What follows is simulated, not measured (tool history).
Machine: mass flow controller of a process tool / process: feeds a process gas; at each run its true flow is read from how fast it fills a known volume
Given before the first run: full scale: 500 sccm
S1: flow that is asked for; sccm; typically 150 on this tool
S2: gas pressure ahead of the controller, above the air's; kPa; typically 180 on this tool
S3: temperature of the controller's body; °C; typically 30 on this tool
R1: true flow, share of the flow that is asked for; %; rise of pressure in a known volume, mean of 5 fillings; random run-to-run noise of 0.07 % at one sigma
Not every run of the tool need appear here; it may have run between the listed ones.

run,hour,S1,S2,S3,R1
1,0,150,180,30,97.97
2,163.6,150,220,30,98.17
3,303.8,150,198,30,98
4,459.2,150,227,30,98.23
5,589.9,150,216,30,98.18
6,705.1,150,180,36,98.31
7,779.8,150,180,30,97.79
8,912.3,150,180,30,97.77
9,1075.8,171,180,30,98.11
10,1147.4,150,180,30,97.75
11,1219.4,115,180,30,97.05
12,1386.9,115,180,30,97.04
13,1461.4,115,180,30,96.96
14,1618.8,115,180,30,95.38
15,1750.1,193,180,30,97.21
16,1851.4,193,216,30,97.58
17,1922.2,150,180,30,96.46
18,2057.2,150,202,30,99.76
19,2167.5,150,202,30,99.61
20,2241.9,150,180,30,99.52
21,2334.1,150,197,39,100.28
22,2438.2,258,165,26,99.44
23,2609.1,292,217,26,99.96
24,2769.8,292,217,26,100.03
25,2851.7,150,180,22,98.87
26,2949.1,150,228,23,99.32
27,3063.3,150,170,23,98.9
28,3148.8,179,170,22,98.86
29,3278,179,170,22,98.81
30,3401.4,116,153,36,99.41
31,3572.1,67,153,31,98.44
32,3672,250,155,36,100.05
33,3816.8,150,171,30,99.18
34,3986.5,302,235,30,100.44
35,4096.3,436,186,30,100.48
36,4183.4,150,187,33,99.47
37,4320.1,150,187,33,99.43
38,4396.1,150,187,33,99.56
39,4491.4,150,228,27,99.25

Put back what was entered between runs (2 entries, withheld): which listed runs does each sit between, and how does the hidden state differ from the listed run before to the listed run after?
Between runs 13 and 14: controller's zero set anew (hour 1470.3)
  flow at rest that the sensor doesn't see, % of full scale: -0.586 -> -0.977; true flow over the shown one, %: 0.37 -> 0.38
  measured minus no-state result, R1: -2.18 -> -3.87 %
Between runs 17 and 18: controller's zero set anew, once more (hour 1957.1)
  flow at rest that the sensor doesn't see, % of full scale: -1.001 -> -0.045; true flow over the shown one, %: 0.41 -> 0.43
  measured minus no-state result, R1: -2.92 -> +0.27 %

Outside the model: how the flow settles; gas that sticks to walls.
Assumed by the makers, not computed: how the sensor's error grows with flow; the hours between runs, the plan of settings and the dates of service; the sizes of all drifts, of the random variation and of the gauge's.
